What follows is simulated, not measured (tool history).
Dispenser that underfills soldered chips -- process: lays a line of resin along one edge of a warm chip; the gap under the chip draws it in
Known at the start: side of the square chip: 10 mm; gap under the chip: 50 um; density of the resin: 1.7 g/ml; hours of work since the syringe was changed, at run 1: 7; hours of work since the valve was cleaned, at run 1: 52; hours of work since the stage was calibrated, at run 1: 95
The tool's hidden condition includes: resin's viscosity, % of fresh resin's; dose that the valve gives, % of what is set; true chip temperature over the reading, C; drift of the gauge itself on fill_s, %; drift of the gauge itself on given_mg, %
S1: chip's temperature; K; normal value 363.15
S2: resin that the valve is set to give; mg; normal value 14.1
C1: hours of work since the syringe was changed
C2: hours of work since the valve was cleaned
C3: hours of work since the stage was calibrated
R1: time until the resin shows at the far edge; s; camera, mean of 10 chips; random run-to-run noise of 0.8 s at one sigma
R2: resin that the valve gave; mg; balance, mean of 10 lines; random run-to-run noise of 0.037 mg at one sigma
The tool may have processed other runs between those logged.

run   hour      S1    S2  C1  C2   C3     R1     R2
  1      0  363.15  14.1   7  52   95  103.2  13.47
       1.9  -- new syringe of resin
  2    6.6  363.15  14.1   4  56  100   87.4  13.44
  3   11.6  350.15  14.1   8  60  104    165  13.36
      13.1  -- dispensing valve cleaned and set on the balance
      14.1  -- new syringe of resin
  4     17  361.15  14.1   2   3  107   87.9  13.97
  5   23.3  363.15  14.1   7   8  112  103.5  14.01
      25.6  -- new syringe of resin
  6   27.8  363.15  14.1   2  11  115   82.9  13.97
  7   33.3  363.15  14.1   6  15  120   98.7  13.91
      36.8  -- new syringe of resin
  8   38.4  363.15  14.1   1  19  123   77.1  13.76
  9   43.5  363.15  15.9   5  23  127   93.4  15.58
      48.2  -- new syringe of resin
 10   50.9  351.15  15.9   2  28  133  125.2  15.45
 11   58.1  351.15  15.9   8  34  138  157.5  15.38
      59.5  -- new syringe of resin
 12     65  351.15  15.9   4  39  144  137.9  15.31
 13   68.3  351.15  15.9   7  42  146  153.8  15.27
      71.2  -- new syringe of resin
 14   73.2  364.15  15.9   2  45  150   76.8  15.23
 15   78.5  363.15  14.1   6  50  154   96.4   13.4
      82.5  -- new syringe of resin
 16     83  363.15  14.1   0  53  157   77.6  13.42
 17   89.4  351.15  12.5   5  58  162  150.1   11.8
        94  -- new syringe of resin
        95  -- dispensing valve cleaned and set on the balance
 18   96.3  351.15  12.5   1   1  166    119  12.46
 19  101.4  352.15  15.2   5   5  170  135.7  15.17
 20  105.8  352.15  15.2   8   8  174  158.3  15.07
     106.6  -- new syringe of resin
 21  113.6  357.15  12.1   5  14  180  118.4  11.97
 22  117.1  356.15  15.9   8  17  182  135.9  15.63
       118  -- new syringe of resin
 23  121.2  349.15  16.5   2  20  185  136.7  16.23
 24  127.1  349.15  16.5   7  24  190  164.9   16.1
     129.4  -- new syringe of resin
 25  131.6  365.15    16   2  28  193   75.9  15.58
 26    135  361.15  14.1   4  30  196   98.4  13.76
     140.7  -- new syringe of resin
 27  142.1  373.15  14.1   1  36  201   56.1  13.66
 28  148.9  373.15  14.1   6  41  206   69.9  13.65
     152.3  -- new syringe of resin
 29  152.6  355.15  13.4   0  44  209  103.4  12.86
 30  158.5  349.15  17.9   5  48  214  152.6  17.17
     163.5  -- new syringe of resin
 31  164.2  366.15  18.1   1  52  218   69.2   17.3
 32  167.8  365.15  17.7   3  55  221   81.5  16.89

Below are 3 alternative next runs, each starting from the tool's condition after run 32. Predict each:
     174.8  -- new syringe of resin
  A  174.9  359.15  16.2   0  61  226   ?   ?
     174.8  -- new syringe of resin
  B  174.9  372.15  16.9   0  61  226   ?   ?
     174.8  -- new syringe of resin
  C  174.9  354.15  18.2   0  61  226   ?   ?

run     R1     R2
  A   86.1  15.38
  B   55.5  15.98
  C  102.5  17.25
Stripped of hidden state, with their random variation kept, the same runs would have yielded:
run     R1     R2
  A   84.7  16.21
  B   54.7  16.84
  C  100.9  18.18
